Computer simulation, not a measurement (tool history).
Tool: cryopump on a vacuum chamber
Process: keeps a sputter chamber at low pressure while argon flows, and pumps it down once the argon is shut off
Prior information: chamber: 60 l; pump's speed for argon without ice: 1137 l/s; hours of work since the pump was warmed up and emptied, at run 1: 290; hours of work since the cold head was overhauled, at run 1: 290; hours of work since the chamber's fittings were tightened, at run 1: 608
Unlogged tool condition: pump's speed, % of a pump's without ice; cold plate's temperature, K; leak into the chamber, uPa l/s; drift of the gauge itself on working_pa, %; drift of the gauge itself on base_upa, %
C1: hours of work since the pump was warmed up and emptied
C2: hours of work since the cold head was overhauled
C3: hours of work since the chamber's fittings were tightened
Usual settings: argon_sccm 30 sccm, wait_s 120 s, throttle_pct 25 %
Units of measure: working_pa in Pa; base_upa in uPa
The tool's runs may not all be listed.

run 1 hour=0 | argon_sccm=30 wait_s=120 throttle_pct=25 | C1=290 C2=290 C3=608 | working_pa=0.1846 base_upa=1.37
run 2 hour=50.1 | argon_sccm=30 wait_s=120 throttle_pct=25 | C1=316 C2=316 C3=634 | working_pa=0.184 base_upa=1.42
run 3 hour=103.5 | argon_sccm=30 wait_s=120 throttle_pct=25 | C1=344 C2=344 C3=661 | working_pa=0.1858 base_upa=1.39
run 4 hour=143.7 | argon_sccm=30 wait_s=120 throttle_pct=25 | C1=364 C2=364 C3=682 | working_pa=0.1848 base_upa=1.49
run 5 hour=209.3 | argon_sccm=30 wait_s=29 throttle_pct=25 | C1=398 C2=398 C3=716 | working_pa=0.1854 base_upa=3.51
run 6 hour=257.6 | argon_sccm=30 wait_s=120 throttle_pct=48 | C1=423 C2=423 C3=740 | working_pa=0.1008 base_upa=1.53
run 7 hour=292.6 | argon_sccm=17 wait_s=120 throttle_pct=25 | C1=441 C2=441 C3=758 | working_pa=0.1066 base_upa=1.62
run 8 hour=324.2 | argon_sccm=17 wait_s=120 throttle_pct=25 | C1=457 C2=457 C3=775 | working_pa=0.1057 base_upa=1.56
run 9 hour=371.4 | argon_sccm=17 wait_s=120 throttle_pct=25 | C1=482 C2=482 C3=799 | working_pa=0.1071 base_upa=1.61
run 10 hour=435.3 | argon_sccm=17 wait_s=120 throttle_pct=25 | C1=515 C2=515 C3=832 | working_pa=0.1069 base_upa=1.62
run 11 hour=470.1 | argon_sccm=15 wait_s=120 throttle_pct=25 | C1=533 C2=533 C3=850 | working_pa=0.0942 base_upa=1.66
run 12 hour=535.5 | argon_sccm=15 wait_s=120 throttle_pct=25 | C1=566 C2=566 C3=884 | working_pa=0.0949 base_upa=1.72
run 13 hour=568 | argon_sccm=15 wait_s=120 throttle_pct=25 | C1=583 C2=583 C3=900 | working_pa=0.0955 base_upa=1.76
run 14 hour=605.7 | argon_sccm=30 wait_s=170 throttle_pct=25 | C1=602 C2=602 C3=920 | working_pa=0.1903 base_upa=1.52
run 15 hour=651.6 | argon_sccm=30 wait_s=170 throttle_pct=25 | C1=626 C2=626 C3=943 | working_pa=0.1909 base_upa=1.6
run 16 hour=710.7 | argon_sccm=30 wait_s=170 throttle_pct=25 | C1=656 C2=656 C3=974 | working_pa=0.1946 base_upa=1.63
run 17 hour=767.3 | argon_sccm=30 wait_s=36 throttle_pct=25 | C1=686 C2=686 C3=1003 | working_pa=0.192 base_upa=3.43
run 18 hour=801.5 | argon_sccm=43 wait_s=23 throttle_pct=16 | C1=703 C2=703 C3=1021 | working_pa=0.4219 base_upa=4.61
run 19 hour=857.6 | argon_sccm=43 wait_s=37 throttle_pct=22 | C1=732 C2=732 C3=1050 | working_pa=0.3111 base_upa=3.41
run 20 hour=915.3 | argon_sccm=43 wait_s=138 throttle_pct=30 | C1=762 C2=762 C3=1079 | working_pa=0.2377 base_upa=1.86
run 21 hour=980.2 | argon_sccm=31 wait_s=120 throttle_pct=42 | C1=795 C2=795 C3=1113 | working_pa=0.1277 base_upa=1.99
run 22 hour=1032.5 | argon_sccm=31 wait_s=120 throttle_pct=42 | C1=822 C2=822 C3=1140 | working_pa=0.1274 base_upa=2.07
run 23 hour=1066.9 | argon_sccm=26 wait_s=120 throttle_pct=33 | C1=840 C2=840 C3=1157 | working_pa=0.1321 base_upa=2.07
run 24 hour=1124.7 | argon_sccm=26 wait_s=120 throttle_pct=33 | C1=870 C2=870 C3=1187 | working_pa=0.1343 base_upa=2.1
run 25 hour=1165.1 | argon_sccm=30 wait_s=95 throttle_pct=18 | C1=891 C2=891 C3=1208 | working_pa=0.2684 base_upa=2.3
run 26 hour=1226.6 | argon_sccm=30 wait_s=95 throttle_pct=18 | C1=922 C2=922 C3=1240 | working_pa=0.2683 base_upa=2.42
-- hour=1239.7 pump warmed up, emptied and cooled again
run 27 hour=1285.3 | argon_sccm=21 wait_s=296 throttle_pct=15 | C1=24 C2=950 C3=1267 | working_pa=0.2078 base_upa=1.36
run 28 hour=1316.5 | argon_sccm=21 wait_s=296 throttle_pct=15 | C1=40 C2=966 C3=1283 | working_pa=0.2084 base_upa=1.4
run 29 hour=1370.1 | argon_sccm=14 wait_s=73 throttle_pct=19 | C1=67 C2=994 C3=1311 | working_pa=0.1104 base_upa=2.22
run 30 hour=1412.2 | argon_sccm=14 wait_s=73 throttle_pct=19 | C1=89 C2=1015 C3=1333 | working_pa=0.1097 base_upa=2.2
run 31 hour=1443.5 | argon_sccm=14 wait_s=73 throttle_pct=19 | C1=105 C2=1031 C3=1349 | working_pa=0.1099 base_upa=2.32
run 32 hour=1492.8 | argon_sccm=14 wait_s=73 throttle_pct=19 | C1=130 C2=1057 C3=1374 | working_pa=0.1103 base_upa=2.21
run 33 hour=1528.3 | argon_sccm=14 wait_s=73 throttle_pct=19 | C1=149 C2=1075 C3=1393 | working_pa=0.1093 base_upa=2.31

Results for each run, recomputed without the tool's hidden state and with each run's random variation untouched:
run=1 working_pa=0.1788 base_upa=0.88
run=2 working_pa=0.1779 base_upa=0.9
run=3 working_pa=0.1791 base_upa=0.85
run=4 working_pa=0.1778 base_upa=0.91
run=5 working_pa=0.1778 base_upa=2.91
run=6 working_pa=0.0926 base_upa=0.9
run=7 working_pa=0.1018 base_upa=0.95
run=8 working_pa=0.1007 base_upa=0.89
run=9 working_pa=0.1018 base_upa=0.91
run=10 working_pa=0.1011 base_upa=0.89
run=11 working_pa=0.0889 base_upa=0.91
run=12 working_pa=0.0891 base_upa=0.92
run=13 working_pa=0.0896 base_upa=0.95
run=14 working_pa=0.1781 base_upa=0.68
run=15 working_pa=0.1781 base_upa=0.72
run=16 working_pa=0.181 base_upa=0.71
run=17 working_pa=0.1779 base_upa=2.46
run=18 working_pa=0.4009 base_upa=3.64
run=19 working_pa=0.2892 base_upa=2.37
run=20 working_pa=0.2145 base_upa=0.82
run=21 working_pa=0.1102 base_upa=0.88
run=22 working_pa=0.1092 base_upa=0.93
run=23 working_pa=0.1165 base_upa=0.9
run=24 working_pa=0.1178 base_upa=0.87
run=25 working_pa=0.2487 base_upa=1.05
run=26 working_pa=0.2478 base_upa=1.08
run=27 working_pa=0.2071 base_upa=0.52
run=28 working_pa=0.2074 base_upa=0.53
run=29 working_pa=0.1096 base_upa=1.32
run=30 working_pa=0.1088 base_upa=1.28
run=31 working_pa=0.1088 base_upa=1.36
run=32 working_pa=0.1091 base_upa=1.26
run=33 working_pa=0.1079 base_upa=1.31
